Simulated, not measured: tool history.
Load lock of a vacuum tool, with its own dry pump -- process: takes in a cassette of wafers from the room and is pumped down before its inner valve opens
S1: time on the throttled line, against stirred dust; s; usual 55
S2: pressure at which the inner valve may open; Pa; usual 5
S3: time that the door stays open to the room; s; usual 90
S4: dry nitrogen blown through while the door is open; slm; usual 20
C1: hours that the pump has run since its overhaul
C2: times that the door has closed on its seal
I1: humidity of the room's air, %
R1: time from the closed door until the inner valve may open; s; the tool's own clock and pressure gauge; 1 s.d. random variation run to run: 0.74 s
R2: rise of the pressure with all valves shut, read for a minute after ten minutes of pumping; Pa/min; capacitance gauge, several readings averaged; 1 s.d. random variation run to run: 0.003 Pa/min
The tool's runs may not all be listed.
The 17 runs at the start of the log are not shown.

{"run": 18, "hour": 8856.4, "S1": 55, "S2": 4, "S3": 59, "S4": 20, "C1": 10985, "C2": 3902, "I1": 45.1, "R1": 115.9, "R2": 0.029}
{"run": 19, "hour": 9530.2, "S1": 81, "S2": 4, "S3": 59, "S4": 20, "C1": 11659, "C2": 7114, "I1": 48.4, "R1": 135.4, "R2": 0.037}
{"run": 20, "hour": 9869.6, "S1": 55, "S2": 4, "S3": 40, "S4": 20, "C1": 11998, "C2": 8732, "I1": 44.3, "R1": 115.6, "R2": 0.033}
{"run": 21, "hour": 10312.4, "S1": 55, "S2": 4, "S3": 40, "S4": 20, "C1": 12441, "C2": 10843, "I1": 44.6, "R1": 116.7, "R2": 0.028}
{"run": 22, "hour": 10832.8, "S1": 33, "S2": 5, "S3": 40, "S4": 20, "C1": 12961, "C2": 13324, "I1": 41.7, "R1": 94.9, "R2": 0.032}
{"run": 23, "hour": 11132.0, "S1": 85, "S2": 8, "S3": 185, "S4": 7, "C1": 13260, "C2": 14750, "I1": 51.1, "R1": 134.2, "R2": 0.109}
{"run": 24, "hour": 11449.1, "S1": 55, "S2": 5, "S3": 50, "S4": 20, "C1": 13577, "C2": 16262, "I1": 46.2, "R1": 114.0, "R2": 0.031}
{"run": 25, "hour": 11796.4, "S1": 55, "S2": 5, "S3": 50, "S4": 20, "C1": 13925, "C2": 17918, "I1": 44.9, "R1": 112.9, "R2": 0.033}
{"run": 26, "hour": 12356.9, "S1": 104, "S2": 7, "S3": 37, "S4": 15, "C1": 14485, "C2": 20590, "I1": 45.4, "R1": 151.7, "R2": 0.025}
{"run": 27, "hour": 13003.7, "S1": 104, "S2": 7, "S3": 37, "S4": 15, "C1": 15132, "C2": 23673, "I1": 46.5, "R1": 150.2, "R2": 0.033}
{"run": 28, "hour": 13651.2, "S1": 37, "S2": 7, "S3": 48, "S4": 15, "C1": 15780, "C2": 26760, "I1": 42.3, "R1": 96.2, "R2": 0.034}
{"run": 29, "hour": 14263.3, "S1": 37, "S2": 8, "S3": 123, "S4": 15, "C1": 16392, "C2": 29678, "I1": 43.6, "R1": 96.2, "R2": 0.063}
{"run": 30, "hour": 14819.3, "S1": 107, "S2": 5, "S3": 34, "S4": 32, "C1": 16948, "C2": 32329, "I1": 48.3, "R1": 154.9, "R2": 0.029}
{"run": 31, "hour": 15103.4, "S1": 32, "S2": 5, "S3": 34, "S4": 10, "C1": 17232, "C2": 33684, "I1": 42.3, "R1": 94.8, "R2": 0.039}
{"run": 32, "hour": 15766.1, "S1": 87, "S2": 4, "S3": 205, "S4": 21, "C1": 17895, "C2": 36843, "I1": 45.5, "R1": 142.3, "R2": 0.061}
{"run": 33, "hour": 16138.8, "S1": 87, "S2": 5, "S3": 205, "S4": 21, "C1": 18267, "C2": 38620, "I1": 44.4, "R1": 140.1, "R2": 0.064}
{"run": 34, "hour": 16805.1, "S1": 96, "S2": 10, "S3": 147, "S4": 21, "C1": 18933, "C2": 41796, "I1": 45.9, "R1": 141.6, "R2": 0.056}
{"run": 35, "hour": 17124.9, "S1": 96, "S2": 10, "S3": 147, "S4": 21, "C1": 19253, "C2": 43321, "I1": 42.5, "R1": 141.8, "R2": 0.048}
{"run": 36, "hour": 17491.4, "S1": 55, "S2": 5, "S3": 54, "S4": 16, "C1": 19620, "C2": 45068, "I1": 48.0, "R1": 114.1, "R2": 0.04}
{"run": 37, "hour": 17954.4, "S1": 55, "S2": 5, "S3": 54, "S4": 16, "C1": 20083, "C2": 47275, "I1": 44.1, "R1": 113.9, "R2": 0.036}
{"run": 38, "hour": 18537.5, "S1": 55, "S2": 5, "S3": 54, "S4": 16, "C1": 20666, "C2": 50055, "I1": 45.0, "R1": 114.0, "R2": 0.037}

3 options for the next run, each taken on its own from the tool as it stands now. Forecast them:
{"hour": 18604.9, "done": "dry pump taken out, an overhauled one fitted"}
{"run": "A", "hour": 18840.5, "S1": 55, "S2": 5, "S3": 90, "S4": 11, "C1": 236, "C2": 51471, "I1": 47.4, "R1": "?", "R2": "?"}
{"hour": 18604.9, "done": "dry pump taken out, an overhauled one fitted"}
{"run": "B", "hour": 18840.5, "S1": 55, "S2": 5, "S3": 31, "S4": 16, "C1": 236, "C2": 51471, "I1": 42.3, "R1": "?", "R2": "?"}
{"hour": 18604.9, "done": "dry pump taken out, an overhauled one fitted"}
{"run": "C", "hour": 18840.5, "S1": 94, "S2": 5, "S3": 90, "S4": 4, "C1": 236, "C2": 51471, "I1": 45.8, "R1": "?", "R2": "?"}

run=A R1=113.5 R2=0.054
run=B R1=113.6 R2=0.027
run=C R1=145.5 R2=0.077
Stripped of hidden state, with their random variation kept, the same runs would have yielded:
run=A R1=113.5 R2=0.054
run=B R1=113.6 R2=0.027
run=C R1=145.5 R2=0.077
